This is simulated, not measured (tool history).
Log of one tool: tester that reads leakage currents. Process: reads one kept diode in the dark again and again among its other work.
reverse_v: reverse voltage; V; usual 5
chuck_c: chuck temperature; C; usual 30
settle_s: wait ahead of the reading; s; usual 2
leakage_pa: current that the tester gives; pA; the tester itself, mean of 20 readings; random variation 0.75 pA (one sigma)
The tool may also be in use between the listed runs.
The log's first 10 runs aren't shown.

| run | hour | reverse_v | chuck_c | settle_s | hours of work since the probe card was cleaned | hours of work since the tester was calibrated | hours of work since the chuck was calibrated | leakage_pa |
|---|---|---|---|---|---|---|---|---|
| 11 | 477.3 | 5 | 30 | 2 | 1768 | 2185 | 1171 | 269.86 |
| 12 | 514 | 5 | 30 | 2 | 1794 | 2210 | 1197 | 270.35 |
| 13 | 569.9 | 5 | 30 | 2 | 1833 | 2250 | 1236 | 270.14 |
| 14 | 628 | 5 | 30 | 2 | 1874 | 2290 | 1277 | 270.41 |
| 15 | 677 | 5 | 30 | 2 | 1908 | 2325 | 1312 | 271.64 |
| 16 | 706.9 | 5 | 30 | 2 | 1929 | 2346 | 1333 | 269.9 |
| 17 | 748.1 | 5 | 28 | 2 | 1958 | 2375 | 1361 | 234.99 |
| 18 | 786.2 | 5 | 30 | 2 | 1985 | 2402 | 1388 | 273.16 |
| 19 | 842.8 | 5 | 30 | 2 | 2025 | 2441 | 1428 | 273.95 |
| 20 | 891 | 5 | 29 | 2 | 2059 | 2475 | 1462 | 254.27 |
| 21 | 943.8 | 1.74 | 30 | 1.7 | 2096 | 2512 | 1499 | 194.97 |
|  | 988.9 | chuck's temperature calibrated |
| 22 | 1006.5 | 1.74 | 30 | 1.7 | 2138 | 2555 | 12 | 180.51 |
| 23 | 1044.9 | 1.74 | 30 | 1.7 | 2165 | 2582 | 39 | 180.79 |
| 24 | 1077.7 | 1.74 | 35 | 0.46 | 2188 | 2605 | 62 | 262.16 |
| 25 | 1135 | 1.74 | 35 | 0.46 | 2229 | 2645 | 103 | 265.16 |
| 26 | 1189.7 | 1.94 | 35 | 0.6 | 2267 | 2683 | 141 | 274.5 |
| 27 | 1239.4 | 6.79 | 21 | 3.87 | 2302 | 2718 | 176 | 143.33 |
| 28 | 1268.4 | 6.79 | 21 | 3.87 | 2322 | 2739 | 196 | 143.93 |
| 29 | 1323.2 | 1.55 | 42 | 0.36 | 2361 | 2777 | 235 | 423.19 |
| 30 | 1362.6 | 1.55 | 42 | 0.36 | 2388 | 2805 | 262 | 425.42 |
| 31 | 1392.8 | 5 | 30 | 7.8 | 2410 | 2826 | 284 | 258.91 |
| 32 | 1418.4 | 5 | 30 | 7.09 | 2428 | 2844 | 302 | 257.11 |
| 33 | 1453 | 5 | 26 | 2 | 2452 | 2868 | 326 | 190.92 |

Forecast run 34:
| 34 | 1505.4 | 5 | 26 | 2 | 2489 | 2905 | 363 | ? |

{"run 34": {"leakage_pa": 192.39}}
Without the tool's hidden state the same run would have given leakage_pa 183.7 pA.
